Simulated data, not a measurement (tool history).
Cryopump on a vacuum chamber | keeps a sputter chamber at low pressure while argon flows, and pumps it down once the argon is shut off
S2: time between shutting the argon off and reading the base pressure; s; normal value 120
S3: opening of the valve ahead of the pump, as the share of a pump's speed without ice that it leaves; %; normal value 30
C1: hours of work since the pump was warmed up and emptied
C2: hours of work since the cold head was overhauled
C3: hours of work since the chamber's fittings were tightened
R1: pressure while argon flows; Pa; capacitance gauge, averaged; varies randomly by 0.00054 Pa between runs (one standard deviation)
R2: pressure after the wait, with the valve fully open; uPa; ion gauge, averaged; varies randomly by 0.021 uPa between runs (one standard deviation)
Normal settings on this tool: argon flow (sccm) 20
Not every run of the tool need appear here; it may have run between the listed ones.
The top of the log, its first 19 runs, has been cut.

{"run": 20, "hour": 1721.1, "argon flow (sccm)": 11, "S2": 120, "S3": 25, "C1": 400, "C2": 3821, "C3": 484, "R1": 0.0371, "R2": 0.92}
{"run": 21, "hour": 1789.5, "argon flow (sccm)": 16, "S2": 114, "S3": 53, "C1": 448, "C2": 3869, "C3": 531, "R1": 0.0276, "R2": 1}
{"run": 22, "hour": 1867.1, "argon flow (sccm)": 16, "S2": 114, "S3": 53, "C1": 503, "C2": 3923, "C3": 586, "R1": 0.0271, "R2": 1.02}
{"run": 23, "hour": 1959.7, "argon flow (sccm)": 9, "S2": 59, "S3": 44, "C1": 567, "C2": 3988, "C3": 650, "R1": 0.0188, "R2": 1.38}
{"run": 24, "hour": 2012.2, "argon flow (sccm)": 9, "S2": 59, "S3": 44, "C1": 604, "C2": 4025, "C3": 687, "R1": 0.0191, "R2": 1.46}
{"run": 25, "hour": 2074.5, "argon flow (sccm)": 9, "S2": 59, "S3": 44, "C1": 648, "C2": 4068, "C3": 731, "R1": 0.0185, "R2": 1.47}
{"run": 26, "hour": 2201.4, "argon flow (sccm)": 9, "S2": 59, "S3": 44, "C1": 737, "C2": 4157, "C3": 820, "R1": 0.0182, "R2": 1.66}
{"run": 27, "hour": 2322.1, "argon flow (sccm)": 9, "S2": 59, "S3": 44, "C1": 821, "C2": 4242, "C3": 904, "R1": 0.0196, "R2": 1.69}
{"run": 28, "hour": 2400.6, "argon flow (sccm)": 9, "S2": 59, "S3": 44, "C1": 876, "C2": 4297, "C3": 959, "R1": 0.0189, "R2": 1.8}
{"hour": 2469.1, "done": "leaking fittings of the chamber tightened, without venting"}
{"run": 29, "hour": 2478.6, "argon flow (sccm)": 35, "S2": 23, "S3": 15, "C1": 929, "C2": 4350, "C3": 7, "R1": 0.2012, "R2": 1.99}
{"run": 30, "hour": 2583.2, "argon flow (sccm)": 35, "S2": 23, "S3": 15, "C1": 1002, "C2": 4423, "C3": 80, "R1": 0.2029, "R2": 2.16}
{"run": 31, "hour": 2693.4, "argon flow (sccm)": 14, "S2": 89, "S3": 19, "C1": 1080, "C2": 4500, "C3": 157, "R1": 0.0652, "R2": 0.89}
{"hour": 2717.8, "done": "pump warmed up, emptied and cooled again"}
{"run": 32, "hour": 2794.1, "argon flow (sccm)": 14, "S2": 89, "S3": 19, "C1": 53, "C2": 4567, "C3": 224, "R1": 0.0609, "R2": 0.79}
{"run": 33, "hour": 2891.3, "argon flow (sccm)": 14, "S2": 89, "S3": 24, "C1": 121, "C2": 4635, "C3": 292, "R1": 0.0481, "R2": 0.83}

Each row is a separate what-if for the run after 33, all from the same tool condition, not one after another. Results?
{"run": "A", "hour": 3002.4, "argon flow (sccm)": 20, "S2": 155, "S3": 30, "C1": 199, "C2": 4713, "C3": 370, "R1": "?", "R2": "?"}
{"run": "B", "hour": 3002.4, "argon flow (sccm)": 20, "S2": 120, "S3": 30, "C1": 199, "C2": 4713, "C3": 370, "R1": "?", "R2": "?"}
{"run": "C", "hour": 3002.4, "argon flow (sccm)": 18, "S2": 234, "S3": 34, "C1": 199, "C2": 4713, "C3": 370, "R1": "?", "R2": "?"}
{"run": "D", "hour": 3002.4, "argon flow (sccm)": 20, "S2": 42, "S3": 30, "C1": 199, "C2": 4713, "C3": 370, "R1": "?", "R2": "?"}
{"run": "E", "hour": 3002.4, "argon flow (sccm)": 20, "S2": 120, "S3": 49, "C1": 199, "C2": 4713, "C3": 370, "R1": "?", "R2": "?"}

run=A R1=0.0557 R2=0.68
run=B R1=0.0561 R2=0.78
run=C R1=0.0434 R2=0.59
run=D R1=0.0552 R2=1.43
run=E R1=0.0354 R2=0.76
Stripped of hidden state, with their random variation kept, the same runs would have yielded:
run=A R1=0.054 R2=0.4
run=B R1=0.0544 R2=0.51
run=C R1=0.0419 R2=0.31
run=D R1=0.0535 R2=1.16
run=E R1=0.0337 R2=0.48
